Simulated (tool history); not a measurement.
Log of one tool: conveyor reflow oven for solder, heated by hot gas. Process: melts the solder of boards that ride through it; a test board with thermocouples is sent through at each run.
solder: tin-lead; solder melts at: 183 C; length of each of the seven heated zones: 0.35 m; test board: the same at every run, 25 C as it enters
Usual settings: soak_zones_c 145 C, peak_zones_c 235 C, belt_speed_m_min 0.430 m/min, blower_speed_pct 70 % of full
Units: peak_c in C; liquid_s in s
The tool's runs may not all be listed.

run     day  soak_zones_c  peak_zones_c  belt_speed_m_min  blower_speed_pct  peak_c  liquid_s
  1   0.000           145           235             0.430                70   213.9      70.5
  2   0.796           145           235             0.430                70   213.3      70.2
      1.383  -- flux residue cleaned out of gas plates and filters
  3   1.629           145           235             0.430                70   216.4      74.8
  4   2.904           145           235             0.430                70   215.6      74.0
  5   3.775           145           235             0.500                70   210.0      58.6
  6   4.688           145           235             0.500                70   209.4      57.5
  7   5.658           145           235             0.430                70   214.8      73.1
  8   6.979           145           235             0.430                69   214.6      72.5
  9   7.912           133           235             0.430                69   212.0      64.5
 10   9.017           133           235             0.430                56   208.3      56.6
 11   9.833           133           235             0.401                56   210.9      66.4
 12  10.379           154           234             0.385                85   221.4      96.2
     10.604  -- belt drive overhauled, speed set with a stopwatch
 13  11.521           143           244             0.430                70   222.1      78.5
 14  12.742           147           244             0.391                70   225.2      92.0
 15  13.975           147           232             0.484                62   205.7      53.7
     14.571  -- thermocouples of zones 6 and 7 changed
     15.171  -- belt drive overhauled, speed set with a stopwatch, once more
 16  15.267           148           235             0.466                70   213.4      65.4
 17  16.246           151           231             0.466                70   210.4      64.6
 18  16.821           145           235             0.430                70   216.5      74.4

The next listed run, before its measurement:
 19  17.862           145           235             0.394                59       ?         ?

peak_c: 216.0 C
liquid_s: 80.0 s
Without the tool's hidden state the same run would have given peak_c 217.9 C, liquid_s 82.5 s.

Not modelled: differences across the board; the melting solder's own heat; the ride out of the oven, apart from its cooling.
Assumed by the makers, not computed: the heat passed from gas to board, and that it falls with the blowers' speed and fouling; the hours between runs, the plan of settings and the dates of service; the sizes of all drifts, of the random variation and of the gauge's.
